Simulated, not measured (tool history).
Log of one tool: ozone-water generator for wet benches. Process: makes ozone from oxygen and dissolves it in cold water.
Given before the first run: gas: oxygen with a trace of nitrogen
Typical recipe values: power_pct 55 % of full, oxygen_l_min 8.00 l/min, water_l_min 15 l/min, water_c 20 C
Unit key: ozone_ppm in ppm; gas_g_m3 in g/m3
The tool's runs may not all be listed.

run 1 hour=0.0 | power_pct=55 oxygen_l_min=8.00 water_l_min=15 water_c=20 | ozone_ppm=21.3 gas_g_m3=196.1
run 2 hour=35.7 | power_pct=55 oxygen_l_min=8.00 water_l_min=15 water_c=20 | ozone_ppm=21.2 gas_g_m3=195.1
run 3 hour=54.3 | power_pct=55 oxygen_l_min=8.00 water_l_min=15 water_c=20 | ozone_ppm=21.0 gas_g_m3=194.8
run 4 hour=76.0 | power_pct=55 oxygen_l_min=8.00 water_l_min=15 water_c=20 | ozone_ppm=21.3 gas_g_m3=195.7
run 5 hour=116.3 | power_pct=55 oxygen_l_min=8.00 water_l_min=15 water_c=20 | ozone_ppm=21.2 gas_g_m3=195.1
run 6 hour=142.4 | power_pct=100 oxygen_l_min=8.00 water_l_min=15 water_c=20 | ozone_ppm=36.2 gas_g_m3=335.6
run 7 hour=168.5 | power_pct=55 oxygen_l_min=8.00 water_l_min=15 water_c=16 | ozone_ppm=22.9 gas_g_m3=195.0
run 8 hour=188.5 | power_pct=55 oxygen_l_min=8.00 water_l_min=15 water_c=16 | ozone_ppm=23.0 gas_g_m3=195.5
run 9 hour=223.0 | power_pct=55 oxygen_l_min=8.00 water_l_min=15 water_c=16 | ozone_ppm=22.4 gas_g_m3=195.7
run 10 hour=258.8 | power_pct=55 oxygen_l_min=8.00 water_l_min=15 water_c=16 | ozone_ppm=22.7 gas_g_m3=196.5
run 11 hour=284.9 | power_pct=55 oxygen_l_min=8.00 water_l_min=15 water_c=16 | ozone_ppm=23.1 gas_g_m3=192.0
run 12 hour=315.2 | power_pct=55 oxygen_l_min=12.58 water_l_min=15 water_c=20 | ozone_ppm=20.3 gas_g_m3=163.9
run 13 hour=336.8 | power_pct=55 oxygen_l_min=8.00 water_l_min=15 water_c=20 | ozone_ppm=21.0 gas_g_m3=195.3
run 14 hour=377.3 | power_pct=55 oxygen_l_min=8.00 water_l_min=15 water_c=20 | ozone_ppm=21.1 gas_g_m3=197.3
run 15 hour=409.1 | power_pct=55 oxygen_l_min=8.00 water_l_min=15 water_c=20 | ozone_ppm=20.7 gas_g_m3=194.3
run 16 hour=443.7 | power_pct=55 oxygen_l_min=8.00 water_l_min=15 water_c=20 | ozone_ppm=20.9 gas_g_m3=194.7
run 17 hour=483.1 | power_pct=55 oxygen_l_min=8.00 water_l_min=15 water_c=20 | ozone_ppm=21.1 gas_g_m3=195.7
run 18 hour=526.3 | power_pct=55 oxygen_l_min=8.00 water_l_min=17 water_c=20 | ozone_ppm=19.2 gas_g_m3=195.3
run 19 hour=545.5 | power_pct=55 oxygen_l_min=7.28 water_l_min=10 water_c=23 | ozone_ppm=25.4 gas_g_m3=201.7
run 20 hour=572.8 | power_pct=42 oxygen_l_min=8.76 water_l_min=10 water_c=21 | ozone_ppm=20.4 gas_g_m3=147.0
run 21 hour=616.9 | power_pct=55 oxygen_l_min=7.48 water_l_min=15 water_c=22 | ozone_ppm=20.2 gas_g_m3=200.2
run 22 hour=657.4 | power_pct=55 oxygen_l_min=8.28 water_l_min=10 water_c=20 | ozone_ppm=26.9 gas_g_m3=191.3
run 23 hour=699.7 | power_pct=55 oxygen_l_min=8.28 water_l_min=10 water_c=20 | ozone_ppm=27.2 gas_g_m3=193.4
run 24 hour=727.4 | power_pct=55 oxygen_l_min=8.28 water_l_min=10 water_c=20 | ozone_ppm=26.8 gas_g_m3=191.3
run 25 hour=771.2 | power_pct=55 oxygen_l_min=8.28 water_l_min=10 water_c=20 | ozone_ppm=27.1 gas_g_m3=192.7
run 26 hour=805.0 | power_pct=55 oxygen_l_min=12.45 water_l_min=16 water_c=26 | ozone_ppm=17.1 gas_g_m3=165.2
run 27 hour=836.4 | power_pct=55 oxygen_l_min=4.47 water_l_min=15 water_c=20 | ozone_ppm=20.6 gas_g_m3=244.1
run 28 hour=864.3 | power_pct=55 oxygen_l_min=6.80 water_l_min=12 water_c=20 | ozone_ppm=24.4 gas_g_m3=208.2
run 29 hour=883.3 | power_pct=99 oxygen_l_min=8.00 water_l_min=15 water_c=17 | ozone_ppm=38.2 gas_g_m3=328.3
run 30 hour=915.9 | power_pct=99 oxygen_l_min=6.23 water_l_min=11 water_c=17 | ozone_ppm=47.2 gas_g_m3=361.4
run 31 hour=939.0 | power_pct=69 oxygen_l_min=6.23 water_l_min=11 water_c=17 | ozone_ppm=33.7 gas_g_m3=261.9
run 32 hour=978.0 | power_pct=69 oxygen_l_min=6.23 water_l_min=11 water_c=17 | ozone_ppm=34.1 gas_g_m3=259.5

Branching from run 32: 3 alternative next runs. What would each branch give?
run A hour=1015.9 | power_pct=42 oxygen_l_min=4.52 water_l_min=15 water_c=20 | ozone_ppm=? gas_g_m3=?
run B hour=1015.9 | power_pct=69 oxygen_l_min=6.23 water_l_min=10 water_c=17 | ozone_ppm=? gas_g_m3=?
run C hour=1015.9 | power_pct=99 oxygen_l_min=8.34 water_l_min=16 water_c=17 | ozone_ppm=? gas_g_m3=?

run=A ozone_ppm=15.9 gas_g_m3=188.4
run=B ozone_ppm=36.1 gas_g_m3=263.1
run=C ozone_ppm=36.5 gas_g_m3=328.6
With no hidden state in the tool, these same runs would have given:
run=A ozone_ppm=15.9 gas_g_m3=188.5
run=B ozone_ppm=36.1 gas_g_m3=263.2
run=C ozone_ppm=36.5 gas_g_m3=328.8

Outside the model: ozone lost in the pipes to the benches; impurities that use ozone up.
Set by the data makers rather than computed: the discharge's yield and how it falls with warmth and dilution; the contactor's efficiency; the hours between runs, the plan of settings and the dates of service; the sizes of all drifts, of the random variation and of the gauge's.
